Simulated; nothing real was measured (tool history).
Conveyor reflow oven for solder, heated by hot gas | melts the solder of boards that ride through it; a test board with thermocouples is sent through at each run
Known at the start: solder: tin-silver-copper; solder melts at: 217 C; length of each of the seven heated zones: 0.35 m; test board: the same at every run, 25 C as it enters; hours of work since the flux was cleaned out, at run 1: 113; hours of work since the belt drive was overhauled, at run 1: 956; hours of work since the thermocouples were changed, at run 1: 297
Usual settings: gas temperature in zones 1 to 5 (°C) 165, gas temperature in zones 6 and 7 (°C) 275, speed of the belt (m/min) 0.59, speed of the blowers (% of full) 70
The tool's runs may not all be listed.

run	hour	gas temperature in zones 1 to 5 (°C)	gas temperature in zones 6 and 7 (°C)	speed of the belt (m/min)	speed of the blowers (% of full)	hours of work since the flux was cleaned out	hours of work since the belt drive was overhauled	hours of work since the thermocouples were changed	highest temperature of the board (°C)	time above the solder's melting point (s)
1	0	165	275	0.59	70	113	956	297	258.1	54.7
2	34.7	165	275	0.59	70	136	979	320	257.8	54.5
3	86.3	178	275	0.59	70	171	1013	354	259.4	59.6
4	119.1	166	275	0.59	70	192	1035	376	257.2	54.6
5	179.4	177	275	0.59	70	232	1075	416	258.8	59.2
6	207	165	275	0.59	70	250	1093	434	256.1	54.1
7	232.7	165	275	0.59	70	267	1110	451	257.2	53.5
8	278.4	152	264	0.59	70	298	1141	481	244.4	41.2
9	328.8	152	286	0.59	70	331	1174	515	263.2	54
10	371.7	156	275	0.472	53	360	1202	543	257.9	66.1
# hour 409.9: flux residue cleaned out of gas plates and filters
11	425.8	156	275	0.472	53	11	1235	576	261.4	69.1
# hour 463.1: belt drive overhauled, speed set with a stopwatch
12	466.8	165	266	0.484	70	35	2	600	256.8	66.9
# hour 472.5: thermocouples of zones 6 and 7 changed
13	525.5	156	285	0.59	70	73	40	35	265	55.6

Measured less the same run without the tool's hidden state. The same run-to-run variation is in both; the gauge's scatter may not be:
The hidden state here: heat that the gas passes to the board, % of a clean oven's; belt's true speed, % of the reading; true gas temperature in zones 6 and 7 over the reading, C; drift of the gauge itself on peak_c, C; drift of the gauge itself on liquid_s, %.
run	highest temperature of the board (°C)	time above the solder's melting point (s)
1	-0.8	+0.2
2	-1	+0
3	-1	+0.1
4	-1.4	-0.3
5	-1.5	-0.2
6	-1.9	-0.7
7	-2.1	-0.8
8	-2.5	-2.1
9	-3.1	-1.2
10	-1.9	-0.8
11	+1	+2
12	+0.3	+0.1
13	-1	-0.6
